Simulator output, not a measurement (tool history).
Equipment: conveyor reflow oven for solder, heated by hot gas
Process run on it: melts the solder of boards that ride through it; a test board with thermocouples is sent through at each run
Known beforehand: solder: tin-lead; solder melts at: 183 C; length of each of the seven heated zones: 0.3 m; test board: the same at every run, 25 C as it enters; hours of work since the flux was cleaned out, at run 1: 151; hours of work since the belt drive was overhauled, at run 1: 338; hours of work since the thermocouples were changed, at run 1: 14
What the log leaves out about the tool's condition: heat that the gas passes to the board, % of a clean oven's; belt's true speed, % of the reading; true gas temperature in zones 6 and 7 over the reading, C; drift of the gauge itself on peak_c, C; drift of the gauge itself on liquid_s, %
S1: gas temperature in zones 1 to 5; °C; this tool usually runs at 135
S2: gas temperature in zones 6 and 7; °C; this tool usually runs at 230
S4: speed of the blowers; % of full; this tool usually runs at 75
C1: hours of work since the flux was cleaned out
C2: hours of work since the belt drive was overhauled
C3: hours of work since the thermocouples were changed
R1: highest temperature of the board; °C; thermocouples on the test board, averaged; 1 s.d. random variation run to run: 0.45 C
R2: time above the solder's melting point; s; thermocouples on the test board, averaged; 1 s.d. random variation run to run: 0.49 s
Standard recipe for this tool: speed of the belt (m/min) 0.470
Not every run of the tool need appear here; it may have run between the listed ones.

{"run": 1, "hour": 0.0, "S1": 135, "S2": 230, "speed of the belt (m/min)": 0.47, "S4": 75, "C1": 151, "C2": 338, "C3": 14, "R1": 214.7, "R2": 54.6}
{"run": 2, "hour": 13.9, "S1": 135, "S2": 230, "speed of the belt (m/min)": 0.47, "S4": 75, "C1": 159, "C2": 347, "C3": 22, "R1": 214.8, "R2": 55.2}
{"run": 3, "hour": 25.2, "S1": 135, "S2": 230, "speed of the belt (m/min)": 0.47, "S4": 75, "C1": 166, "C2": 353, "C3": 29, "R1": 215.0, "R2": 55.1}
{"run": 4, "hour": 43.7, "S1": 135, "S2": 230, "speed of the belt (m/min)": 0.391, "S4": 75, "C1": 176, "C2": 364, "C3": 39, "R1": 220.1, "R2": 71.7}
{"run": 5, "hour": 58.4, "S1": 135, "S2": 230, "speed of the belt (m/min)": 0.47, "S4": 75, "C1": 185, "C2": 372, "C3": 48, "R1": 214.3, "R2": 54.3}
{"run": 6, "hour": 75.8, "S1": 135, "S2": 230, "speed of the belt (m/min)": 0.47, "S4": 75, "C1": 195, "C2": 382, "C3": 58, "R1": 214.3, "R2": 54.0}
{"run": 7, "hour": 94.3, "S1": 135, "S2": 230, "speed of the belt (m/min)": 0.47, "S4": 75, "C1": 205, "C2": 393, "C3": 68, "R1": 215.3, "R2": 55.1}
{"run": 8, "hour": 111.0, "S1": 135, "S2": 230, "speed of the belt (m/min)": 0.47, "S4": 78, "C1": 215, "C2": 403, "C3": 78, "R1": 216.1, "R2": 55.5}
{"run": 9, "hour": 120.5, "S1": 135, "S2": 230, "speed of the belt (m/min)": 0.47, "S4": 78, "C1": 221, "C2": 408, "C3": 84, "R1": 216.4, "R2": 56.2}
{"run": 10, "hour": 136.5, "S1": 148, "S2": 218, "speed of the belt (m/min)": 0.47, "S4": 78, "C1": 230, "C2": 417, "C3": 93, "R1": 207.2, "R2": 54.5}
{"run": 11, "hour": 150.3, "S1": 135, "S2": 220, "speed of the belt (m/min)": 0.448, "S4": 75, "C1": 238, "C2": 425, "C3": 101, "R1": 207.5, "R2": 51.3}
{"run": 12, "hour": 168.2, "S1": 146, "S2": 221, "speed of the belt (m/min)": 0.391, "S4": 75, "C1": 248, "C2": 436, "C3": 111, "R1": 213.0, "R2": 70.7}
{"run": 13, "hour": 183.0, "S1": 135, "S2": 226, "speed of the belt (m/min)": 0.47, "S4": 90, "C1": 257, "C2": 444, "C3": 120, "R1": 214.8, "R2": 56.4}
{"run": 14, "hour": 196.1, "S1": 143, "S2": 232, "speed of the belt (m/min)": 0.47, "S4": 75, "C1": 264, "C2": 452, "C3": 127, "R1": 218.6, "R2": 59.7}
{"run": 15, "hour": 207.3, "S1": 131, "S2": 239, "speed of the belt (m/min)": 0.551, "S4": 75, "C1": 271, "C2": 458, "C3": 134, "R1": 216.6, "R2": 45.1}

Branching from run 15: 5 alternative next runs. What would each branch give?
{"run": "A", "hour": 219.8, "S1": 123, "S2": 224, "speed of the belt (m/min)": 0.544, "S4": 75, "C1": 278, "C2": 465, "C3": 141, "R1": "?", "R2": "?"}
{"run": "B", "hour": 219.8, "S1": 131, "S2": 223, "speed of the belt (m/min)": 0.551, "S4": 75, "C1": 278, "C2": 465, "C3": 141, "R1": "?", "R2": "?"}
{"run": "C", "hour": 219.8, "S1": 131, "S2": 224, "speed of the belt (m/min)": 0.425, "S4": 75, "C1": 278, "C2": 465, "C3": 141, "R1": "?", "R2": "?"}
{"run": "D", "hour": 219.8, "S1": 131, "S2": 239, "speed of the belt (m/min)": 0.551, "S4": 85, "C1": 278, "C2": 465, "C3": 141, "R1": "?", "R2": "?"}
{"run": "E", "hour": 219.8, "S1": 122, "S2": 245, "speed of the belt (m/min)": 0.47, "S4": 73, "C1": 278, "C2": 465, "C3": 141, "R1": "?", "R2": "?"}

run=A R1=202.9 R2=32.0
run=B R1=203.1 R2=36.0
run=C R1=212.2 R2=57.3
run=D R1=219.6 R2=48.1
run=E R1=224.9 R2=57.4
Stripped of hidden state, with their random variation kept, the same runs would have yielded:
run=A R1=202.9 R2=32.1
run=B R1=203.2 R2=36.1
run=C R1=212.2 R2=57.4
run=D R1=219.7 R2=48.2
run=E R1=224.9 R2=57.5
